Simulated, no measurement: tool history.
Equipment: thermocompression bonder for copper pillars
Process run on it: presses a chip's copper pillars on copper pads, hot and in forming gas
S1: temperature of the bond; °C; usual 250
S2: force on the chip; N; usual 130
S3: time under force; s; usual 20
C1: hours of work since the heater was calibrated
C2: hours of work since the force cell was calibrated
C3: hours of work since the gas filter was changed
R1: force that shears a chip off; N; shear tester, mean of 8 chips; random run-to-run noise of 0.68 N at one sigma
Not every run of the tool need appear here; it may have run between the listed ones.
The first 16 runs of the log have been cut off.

run    hour   S1   S2  S3    C1   C2   C3    R1
 17     610  250  180  20  1094  406  206  48.9
 18   633.8  250  130  15  1107  419  219  35.1
 19     662  250  106  20  1122  434  234  36.1
 20   713.3  256  130  20  1149  461  261  43.9
 21   755.9  259   81  14  1171  484  284  29.2
 22   788.2  222  150  26  1189  501  301    33
 23   811.1  222  150  26  1201  513  313    32
 24   845.8  266  146  20  1219  531  331  50.1
 25   873.2  266  146  20  1234  546  346  50.9
 26   899.4  250  133  13  1247  560  360    33
 27   935.6  226  121  13  1267  579  379  22.9
 28   975.4  230  149  13  1288  600  400  25.8
 29    1004  230  149  13  1303  615  415  25.7
 30  1026.1  245  130  22  1315  627  427  37.9
 31  1058.8  245  130  22  1332  644  444  36.2
 32  1092.1  270  102  55  1350  662  462    61
       1111  -- forming gas filter changed
 33  1115.2  275  102  55  1362  674    2  71.3
 34  1152.8  275  102  55  1382  694   22  70.2
 35  1188.2  273   85  34  1400  713   41  54.2
 36  1223.4  271  119  18  1419  731   60  47.5
 37  1244.4  224  129  50  1430  742   71  41.8
 38  1274.3  224  129  50  1446  758   87  42.1
 39  1303.4  276  130  25  1461  774  102  58.4

5 options for the next run, each taken on its own from the tool as it stands now. Forecast them:
  A  1325.7  256  129  20  1473  785  114   ?
  B  1325.7  250  130  19  1473  785  114   ?
  C  1325.7  276   84  25  1473  785  114   ?
  D  1325.7  250  155  41  1473  785  114   ?
  E  1325.7  269  130  25  1473  785  114   ?

run    R1
  A  43.7
  B  39.1
  C  46.7
  D  58.6
  E  53.7
What these runs would have given with no unlogged condition in the tool:
run    R1
  A    50
  B  45.1
  C    53
  D  66.2
  E  60.6

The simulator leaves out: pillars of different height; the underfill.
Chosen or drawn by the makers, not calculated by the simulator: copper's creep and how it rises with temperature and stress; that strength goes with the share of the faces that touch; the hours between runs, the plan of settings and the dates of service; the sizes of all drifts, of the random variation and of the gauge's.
